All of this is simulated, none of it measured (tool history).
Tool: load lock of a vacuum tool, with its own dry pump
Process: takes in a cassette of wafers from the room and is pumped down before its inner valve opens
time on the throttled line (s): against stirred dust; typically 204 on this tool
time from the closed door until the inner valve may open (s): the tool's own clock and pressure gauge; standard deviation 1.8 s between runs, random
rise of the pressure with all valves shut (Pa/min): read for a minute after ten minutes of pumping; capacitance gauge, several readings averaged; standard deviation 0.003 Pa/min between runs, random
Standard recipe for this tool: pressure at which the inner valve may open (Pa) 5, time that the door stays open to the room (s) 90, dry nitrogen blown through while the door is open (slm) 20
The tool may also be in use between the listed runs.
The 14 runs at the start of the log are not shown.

run      day  time on the throttled line (s)  pressure at which the inner valve may open (Pa)  time that the door stays open to the room (s)  dry nitrogen blown through while the door is open (slm)  incoming humidity of the room's air, %  time from the closed door until the inner valve may open (s)  rise of the pressure with all valves shut (Pa/min)
 15  253.158                             201                                                5                                             90                                                       20                                    45.6                                                           315                                               0.184
 16  265.446                             201                                                5                                             90                                                       20                                    41.5                                                         313.7                                               0.189
 17    278.3                             204                                                5                                             90                                                       20                                      42                                                         321.7                                               0.202
 18  301.567                             394                                                8                                             90                                                       20                                    43.9                                                         489.3                                               0.208
 19  313.396                             204                                                6                                            133                                                        6                                    40.1                                                         314.8                                                0.23
 20    325.7                             139                                                5                                             90                                                        9                                    47.6                                                         261.3                                               0.239
 21  348.133                             139                                                5                                             90                                                        9                                    44.6                                                         263.9                                                0.25
 22  372.671                             139                                                5                                             90                                                        9                                    46.6                                                         264.7                                               0.265
 23  399.625                             204                                                7                                             90                                                       20                                    45.1                                                           319                                               0.271
 24  418.021                             204                                                7                                             90                                                       20                                    46.5                                                         319.2                                               0.279
 25  434.679                             204                                                7                                             90                                                       20                                    45.7                                                         321.2                                               0.287
 26  454.629                             290                                                7                                             90                                                        5                                    42.9                                                           397                                                0.32
 27  472.129                             357                                               10                                             90                                                       20                                    43.4                                                           452                                               0.324
 28  486.467                             204                                                5                                             90                                                       15                                    45.1                                                         328.5                                               0.331
 29  509.429                             204                                                5                                             90                                                       15                                    43.2                                                         331.8                                               0.347
 30  532.538                             204                                                5                                             41                                                       15                                    46.2                                                         325.8                                               0.348
 31  556.812                             204                                                5                                             33                                                        9                                    46.1                                                         327.5                                               0.367

Each row is a separate what-if for the run after 31, all from the same tool condition, not one after another. Results?
  A  571.579                             109                                                7                                             33                                                        9                                    46.9                                                             ?                                                   ?
  B  571.579                             204                                                9                                            122                                                       11                                    41.2                                                             ?                                                   ?
  C  571.579                             175                                                5                                             29                                                        4                                    46.5                                                             ?                                                   ?
  D  571.579                             204                                                5                                             51                                                       20                                    44.8                                                             ?                                                   ?

run  time from the closed door until the inner valve may open (s)  rise of the pressure with all valves shut (Pa/min)
  A                                                         241.9                                               0.374
  B                                                           322                                               0.385
  C                                                         304.5                                               0.387
  D                                                         331.2                                               0.375
With no hidden state in the tool, these same runs would have given:
run  time from the closed door until the inner valve may open (s)  rise of the pressure with all valves shut (Pa/min)
  A                                                         204.3                                               0.025
  B                                                         288.5                                               0.033
  C                                                         267.3                                               0.033
  D                                                         294.7                                               0.028
